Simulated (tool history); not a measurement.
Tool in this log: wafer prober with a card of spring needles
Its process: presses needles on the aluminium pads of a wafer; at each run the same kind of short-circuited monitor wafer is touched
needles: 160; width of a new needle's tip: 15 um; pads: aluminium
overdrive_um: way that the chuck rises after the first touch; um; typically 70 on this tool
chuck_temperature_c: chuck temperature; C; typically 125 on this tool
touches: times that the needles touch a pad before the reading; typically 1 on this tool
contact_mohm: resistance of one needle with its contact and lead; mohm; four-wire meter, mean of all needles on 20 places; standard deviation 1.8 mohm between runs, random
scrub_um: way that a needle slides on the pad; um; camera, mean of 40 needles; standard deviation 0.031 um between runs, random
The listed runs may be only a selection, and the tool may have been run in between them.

run	day	overdrive_um	chuck_temperature_c	touches	contact_mohm	scrub_um
1	0.000	70	125	1	181	15.32
# day 0.483: tips cleaned on abrasive film
# day 0.967: tips cleaned on abrasive film
# day 1.450: tips cleaned on abrasive film
# day 1.838: tips cleaned on abrasive film
# day 2.225: tips cleaned on abrasive film
2	2.283	70	125	1	189	15.19
# day 2.671: tips cleaned on abrasive film
# day 3.154: tips cleaned on abrasive film
# day 3.542: tips cleaned on abrasive film
# day 4.025: tips cleaned on abrasive film
# day 4.508: tips cleaned on abrasive film
3	4.825	70	125	3	191	15.12
# day 4.925: tips cleaned on abrasive film
# day 5.312: tips cleaned on abrasive film
# day 5.792: tips cleaned on abrasive film
# day 6.179: tips cleaned on abrasive film
# day 6.662: tips cleaned on abrasive film
# day 7.146: tips cleaned on abrasive film
4	7.283	70	125	3	188	14.99
# day 7.575: tips cleaned on abrasive film
# day 7.962: tips cleaned on abrasive film
# day 8.350: tips cleaned on abrasive film
# day 8.833: tips cleaned on abrasive film
5	9.133	70	125	3	189	14.98
# day 9.233: tips cleaned on abrasive film
# day 9.621: tips cleaned on abrasive film
# day 10.008: tips cleaned on abrasive film
# day 10.396: tips cleaned on abrasive film
# day 10.783: tips cleaned on abrasive film
6	11.112	70	125	1	209	14.88
# day 11.212: tips cleaned on abrasive film
# day 11.600: tips cleaned on abrasive film
# day 11.983: tips cleaned on abrasive film
# day 12.092: height of the first contact set anew
# day 12.383: tips cleaned on abrasive film
# day 12.867: tips cleaned on abrasive film
# day 13.254: tips cleaned on abrasive film
7	13.479	70	125	1	206	14.48
# day 13.675: tips cleaned on abrasive film
# day 14.158: tips cleaned on abrasive film
# day 14.642: tips cleaned on abrasive film
# day 15.125: tips cleaned on abrasive film
# day 15.608: tips cleaned on abrasive film
8	15.696	70	125	1	196	14.33
# day 15.804: height of the first contact set anew, once more
# day 16.096: tips cleaned on abrasive film
# day 16.483: tips cleaned on abrasive film
# day 16.871: tips cleaned on abrasive film
# day 17.354: tips cleaned on abrasive film
# day 17.742: tips cleaned on abrasive film
9	17.871	70	125	1	194	15.40
# day 18.162: tips cleaned on abrasive film
# day 18.550: tips cleaned on abrasive film
# day 19.033: tips cleaned on abrasive film
# day 19.517: tips cleaned on abrasive film
# day 19.904: tips cleaned on abrasive film
# day 20.383: tips cleaned on abrasive film
10	20.383	56	125	1	195	12.18
# day 20.867: tips cleaned on abrasive film
# day 21.254: tips cleaned on abrasive film
11	21.529	70	125	1	202	15.21
# day 21.725: tips cleaned on abrasive film
# day 22.112: tips cleaned on abrasive film
# day 22.596: tips cleaned on abrasive film
# day 23.050: tips cleaned on abrasive film
12	23.050	70	125	1	186	15.12
# day 23.533: tips cleaned on abrasive film
# day 23.921: tips cleaned on abrasive film
# day 24.404: tips cleaned on abrasive film
# day 24.888: tips cleaned on abrasive film
# day 25.275: tips cleaned on abrasive film
13	25.592	70	125	1	208	15.12
# day 25.692: tips cleaned on abrasive film
# day 26.175: tips cleaned on abrasive film
# day 26.658: tips cleaned on abrasive film
# day 27.142: tips cleaned on abrasive film
# day 27.625: tips cleaned on abrasive film
14	27.988	70	125	1	215	14.99
# day 28.088: tips cleaned on abrasive film
# day 28.475: tips cleaned on abrasive film
# day 28.958: tips cleaned on abrasive film
15	29.225	69	107	2	194	14.69
# day 29.421: tips cleaned on abrasive film
# day 29.808: tips cleaned on abrasive film
# day 30.292: tips cleaned on abrasive film
# day 30.679: tips cleaned on abrasive film
16	30.754	69	39	1	178	14.63

Run 17, settings as shown, results not yet in. Your forecast:
# day 31.142: tips cleaned on abrasive film
# day 31.529: tips cleaned on abrasive film
# day 31.917: tips cleaned on abrasive film
# day 32.400: tips cleaned on abrasive film
# day 32.412: height of the first contact set anew
17	32.425	88	30	1	?	?

Run 17 produced contact_mohm 164 mohm, scrub_um 19.41 um.
Minus the tool's unlogged condition, the same run would have read contact_mohm 160 mohm, scrub_um 19.41 um.

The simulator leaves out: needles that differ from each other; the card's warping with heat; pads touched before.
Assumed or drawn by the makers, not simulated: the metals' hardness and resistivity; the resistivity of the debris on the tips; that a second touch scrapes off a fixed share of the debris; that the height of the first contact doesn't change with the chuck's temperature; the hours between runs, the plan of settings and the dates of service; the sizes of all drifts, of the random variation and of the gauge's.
